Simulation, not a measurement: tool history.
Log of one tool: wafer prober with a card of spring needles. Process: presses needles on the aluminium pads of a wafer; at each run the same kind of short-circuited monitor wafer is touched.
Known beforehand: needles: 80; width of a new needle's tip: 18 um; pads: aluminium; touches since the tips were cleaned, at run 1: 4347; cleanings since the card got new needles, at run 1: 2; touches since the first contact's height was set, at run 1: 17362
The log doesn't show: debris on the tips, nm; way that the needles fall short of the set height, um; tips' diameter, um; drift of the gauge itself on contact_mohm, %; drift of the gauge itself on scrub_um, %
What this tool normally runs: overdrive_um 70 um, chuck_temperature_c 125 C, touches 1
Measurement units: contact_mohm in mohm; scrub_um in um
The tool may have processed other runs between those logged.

run	day	overdrive_um	chuck_temperature_c	touches	touches since the tips were cleaned	cleanings since the card got new needles	touches since the first contact's height was set	contact_mohm	scrub_um
1	0	70	125	1	4347	2	17362	268	15.03
# day 0.288: tips cleaned on abrasive film
2	0.488	70	125	1	1397	3	20721	288	15.05
3	0.979	70	125	1	4785	3	24109	281	15.05
# day 1.217: tips cleaned on abrasive film
4	1.229	70	125	1	87	4	25823	240	15.04
# day 1.371: tips cleaned on abrasive film, once more
5	1.75	70	125	1	2618	5	29383	269	15.02
6	2.012	70	125	1	4430	5	31195	269	15.02
# day 2.317: tips cleaned on abrasive film
7	2.517	70	125	1	1374	6	34654	256	14.98
8	2.771	70	125	1	3143	6	36423	268	14.95
9	3.054	70	125	1	5097	6	38377	276	14.93
# day 3.262: tips cleaned on abrasive film
10	3.483	70	125	1	1548	7	41331	258	14.97
11	3.971	53	125	1	4922	7	44705	305	11.28
# day 4.175: tips cleaned on abrasive film
12	4.267	53	125	1	648	8	46727	260	11.31
13	4.604	70	125	1	2965	8	49044	268	14.96
14	4.879	70	125	1	4862	8	50941	275	14.96
# day 5.117: tips cleaned on abrasive film
15	5.142	86	34	1	155	9	52734	220	18.37
16	5.692	70	28	1	3966	9	56545	255	14.94
# day 6.033: tips cleaned on abrasive film
17	6.038	70	37	3	31	10	58921	217	14.85
18	6.296	70	37	3	1804	10	60694	230	14.87
19	6.542	70	37	3	3513	10	62403	229	14.93
# day 6.954: tips cleaned on abrasive film
20	6.954	70	37	3	0	11	65236	216	14.86
21	7.304	53	102	1	2422	11	67658	282	11.21

The next listed run, before its measurement:
22	7.721	53	120	2	5290	11	70526	?	?

{"run 22": {"contact_mohm": 281, "scrub_um": 11.17}}
Minus the tool's unlogged condition, the same run would have read contact_mohm 241 mohm, scrub_um 11.42 um.
